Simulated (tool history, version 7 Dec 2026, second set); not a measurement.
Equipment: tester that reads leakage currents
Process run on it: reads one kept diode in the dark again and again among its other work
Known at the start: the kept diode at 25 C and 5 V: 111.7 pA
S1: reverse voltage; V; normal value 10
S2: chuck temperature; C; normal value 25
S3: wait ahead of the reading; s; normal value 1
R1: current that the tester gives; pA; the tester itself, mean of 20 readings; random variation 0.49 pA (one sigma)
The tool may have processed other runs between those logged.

Run 1, hour 0: usual settings. Result: R1 162.24 pA.
At hour 120.6: probe card cleaned and baked.
Run 2, hour 134.8: usual settings. Result: R1 163.27 pA.
At hour 235.9: chuck's temperature calibrated.
Run 3, hour 245.2: usual settings. Result: R1 162.46 pA.
Run 4, hour 372.5: usual settings. Result: R1 162.37 pA.
Run 5, hour 496.3: usual settings. Result: R1 162.11 pA.
Run 6, hour 596.6: usual settings but S3 2.68 s. Result: R1 162.25 pA.
Run 7, hour 721.4: usual settings but S3 2.68 s. Result: R1 161.74 pA.
Run 8, hour 846: usual settings but S2 24 C. Result: R1 149.36 pA.
Run 9, hour 968.4: usual settings but S2 44 C. Result: R1 730.12 pA.
Run 10, hour 1082.5: usual settings but S2 44 C. Result: R1 731.4 pA.
Run 11, hour 1170.5: usual settings but S2 44 C. Result: R1 725.1 pA.
Run 12, hour 1231.5: usual settings but S1 2.4 V, S2 44 C. Result: R1 341.93 pA.
Run 13, hour 1319.9: usual settings but S1 2.4 V, S2 44 C. Result: R1 340.74 pA.
Run 14, hour 1384.7: usual settings but S1 2.4 V, S2 44 C. Result: R1 341.35 pA.
Run 15, hour 1452.3: usual settings but S1 2.4 V, S2 44 C, S3 3.72 s. Result: R1 341.68 pA.
Run 16, hour 1551.6: usual settings. Result: R1 162.13 pA.
Run 17, hour 1635: usual settings. Result: R1 161.54 pA.
Run 18, hour 1691: usual settings. Result: R1 162.45 pA.
Run 19, hour 1784.4: usual settings. Result: R1 162.31 pA.
Run 20, hour 1878.5: usual settings but S1 6.7 V. Result: R1 131.5 pA.
Run 21, hour 1965.4: usual settings but S3 1.67 s. Result: R1 161.26 pA.
Run 22, hour 2065: usual settings but S1 18.1 V, S3 6.41 s. Result: R1 220.49 pA.
Run 23, hour 2178.2: usual settings but S1 18.1 V, S3 6.41 s. Result: R1 222.38 pA.
Run 24, hour 2307.5: usual settings but S1 18.1 V, S3 6.41 s. Result: R1 220.06 pA.
Run 25, hour 2437.3: usual settings but S1 2.8 V, S3 6.93 s. Result: R1 82.41 pA.
Run 26, hour 2573: usual settings but S1 10.9 V, S2 45 C, S3 7.86 s. Result: R1 812.55 pA.
Run 27, hour 2691.2: usual settings but S2 42 C, S3 4.81 s. Result: R1 623.76 pA.
Run 28, hour 2783.1: usual settings but S1 1.4 V, S2 36 C, S3 4.81 s. Result: R1 139.04 pA.
Run 29, hour 2918.7: usual settings but S1 7.8 V, S2 32 C, S3 0.58 s. Result: R1 253.74 pA.
At hour 2993.4: chuck's temperature calibrated.
Run 30, hour 2993.8: usual settings but S1 10.7 V, S2 23 C. Result: R1 143.04 pA.
Run 31, hour 3072.5: usual settings but S1 19.9 V, S2 51 C. Result: R1 1738.62 pA.
Run 32, hour 3186.2: usual settings but S1 2.8 V, S2 51 C, S3 0.74 s. Result: R1 618.79 pA.
Run 33, hour 3253: usual settings but S1 8.3 V, S2 51 C, S3 0.74 s. Result: R1 1099.7 pA.
Run 34, hour 3326.2: usual settings but S1 12.7 V, S2 32 C, S3 2.08 s. Result: R1 326.58 pA.
Run 35, hour 3450.2: usual settings but S3 2.48 s. Result: R1 162.24 pA.
Run 36, hour 3521.2: usual settings but S1 17.5 V, S3 1.82 s. Result: R1 217.42 pA.
Run 37, hour 3653.7: usual settings but S1 3.6 V, S2 21 C, S3 0.49 s. Result: R1 68.02 pA.
At hour 3708.7: probe card cleaned and baked.
Run 38, hour 3730.1: usual settings but S1 1.1 V, S2 33 C, S3 3.88 s. Result: R1 96.79 pA.
Run 39, hour 3839.6: usual settings but S1 1.1 V, S2 33 C, S3 3.88 s. Result: R1 96.76 pA.
Run 40, hour 3962.3: usual settings but S1 10.3 V, S2 59 C, S3 8.79 s. Result: R1 2137.51 pA.

4 ways to go on from here, each from the tool as it stands after run 40. What would each give?
Run A, hour 4087.8: usual settings but S1 1.5 V, S2 47 C, S3 2.11 s. Result: R1 ?.
Run B, hour 4087.8: usual settings but S2 24 C, S3 1.59 s. Result: R1 ?.
Run C, hour 4087.8: usual settings but S2 39 C, S3 0.81 s. Result: R1 ?.
Run D, hour 4087.8: usual settings but S1 10.3 V, S2 31 C, S3 8.79 s. Result: R1 ?.

run      R1
  A  333.29
  B   147.5
  C   497.3
  D  269.76
Stripped of hidden state, with their random variation kept, the same runs would have yielded:
run      R1
  A  333.48
  B  147.59
  C  497.59
  D  269.92

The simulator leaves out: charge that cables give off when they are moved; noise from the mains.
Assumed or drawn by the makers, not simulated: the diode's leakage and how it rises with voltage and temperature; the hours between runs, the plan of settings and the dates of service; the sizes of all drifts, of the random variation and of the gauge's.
